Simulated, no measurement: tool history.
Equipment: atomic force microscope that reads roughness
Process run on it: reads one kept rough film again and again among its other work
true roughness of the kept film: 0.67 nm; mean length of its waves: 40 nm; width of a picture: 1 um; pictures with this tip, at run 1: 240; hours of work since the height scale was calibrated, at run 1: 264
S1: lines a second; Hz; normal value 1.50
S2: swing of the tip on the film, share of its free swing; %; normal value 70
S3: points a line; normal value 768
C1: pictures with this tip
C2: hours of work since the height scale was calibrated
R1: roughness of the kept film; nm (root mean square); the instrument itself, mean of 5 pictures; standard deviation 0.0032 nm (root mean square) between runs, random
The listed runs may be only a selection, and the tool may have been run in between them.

run    hour    S1  S2    S3   C1   C2     R1
  1     0.0  1.50  70   768  240  264  0.616
       23.7  -- new tip fitted
  2    43.2  1.50  70   768   18  282  0.621
  3    75.3  1.50  67   768   47  295  0.626
  4   105.9  1.50  67   768   74  308  0.621
  5   142.4  1.50  67   768  107  324  0.629
  6   175.5  1.50  70   864  137  338  0.614
  7   206.7  1.50  70   864  165  351  0.621
  8   240.4  1.50  70   438  196  365  0.618
  9   272.6  1.50  70   438  225  379  0.609
      309.7  -- new tip fitted
 10   317.2  1.50  70   438    6  398  0.623
 11   342.3  1.50  71   438   29  408  0.620
 12   374.1  1.50  71   438   57  422  0.615
 13   394.8  1.50  71   438   76  430  0.616
 14   440.6  1.50  71   438  117  450  0.613
 15   471.3  1.50  71   438  145  463  0.616
 16   497.5  1.50  71   438  169  474  0.612
 17   535.2  1.50  71   438  202  490  0.622
 18   571.7  1.50  71   438  235  505  0.611
      597.8  -- new tip fitted
 19   607.2  0.96  70   768    9  520  0.631
 20   634.2  0.96  70   768   33  532  0.640
 21   667.2  0.96  70   768   63  546  0.632
 22   705.3  0.75  70   768   97  562  0.642
 23   730.7  2.36  79   569  120  572  0.569
 24   769.1  0.94  64   569  155  589  0.640
 25   793.9  3.17  81   416  177  599  0.535
 26   826.8  3.17  81   416  207  613  0.533
 27   874.4  2.36  74   417  249  633  0.578
      885.2  -- new tip fitted
 28   919.4  2.36  74   417   30  652  0.592
      923.3  -- height scale calibrated on a step standard
 29   948.7  1.17  72   417   56   11  0.626
 30   978.0  2.76  70   769   82   23  0.596
 31  1021.1  1.00  83  1002  121   41  0.610

Forecast run 32:
 32  1056.4  3.62  71  1002  153  56   ?

{"run 32": {"R1": 0.574}}
With no hidden state in the tool, this same run would have given R1 0.583 nm (root mean square).

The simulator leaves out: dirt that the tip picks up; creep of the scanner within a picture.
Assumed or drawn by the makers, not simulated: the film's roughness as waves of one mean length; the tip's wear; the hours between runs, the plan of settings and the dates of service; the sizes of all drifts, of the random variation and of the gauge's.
